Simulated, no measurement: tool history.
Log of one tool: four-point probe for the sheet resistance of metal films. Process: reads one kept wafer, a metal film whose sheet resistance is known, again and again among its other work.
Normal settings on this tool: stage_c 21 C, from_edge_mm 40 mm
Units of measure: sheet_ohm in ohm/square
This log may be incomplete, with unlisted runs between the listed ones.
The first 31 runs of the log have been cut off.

run,hour,stage_c,from_edge_mm,touches since the probe head was changed,hours of work since the stage's thermometer was calibrated,sheet_ohm
32,1122.1,29,35,126139,635,0.591815
33,1177.4,27,15,128399,663,0.594846
34,1230.3,31,20,130563,690,0.591725
35,1261.3,31,20,131827,705,0.591664
36,1291.3,26,40,133058,720,0.593250
37,1334.0,21,14,134804,742,0.598652
38,1385.1,21,14,136889,767,0.598405
39,1424.4,23,14,138497,787,0.597244
40,1472.3,19,40,140456,811,0.597141
41,1519.5,32,41,142387,835,0.589794
42,1550.0,32,41,143633,850,0.589662
43,1588.5,29,25,145207,870,0.591754
44,1632.6,35,6,147009,892,0.601512

Each row is a separate what-if for the run after 44, all from the same tool condition, not one after another. Results?
A,1661.0,21,6,148171,906,?
B,1661.0,30,8,148171,906,?
C,1661.0,20,7,148171,906,?

run,sheet_ohm
A,0.609584
B,0.598335
C,0.606157
Without the tool's unlogged condition, the same runs would have read:
run,sheet_ohm
A,0.610627
B,0.599347
C,0.607196

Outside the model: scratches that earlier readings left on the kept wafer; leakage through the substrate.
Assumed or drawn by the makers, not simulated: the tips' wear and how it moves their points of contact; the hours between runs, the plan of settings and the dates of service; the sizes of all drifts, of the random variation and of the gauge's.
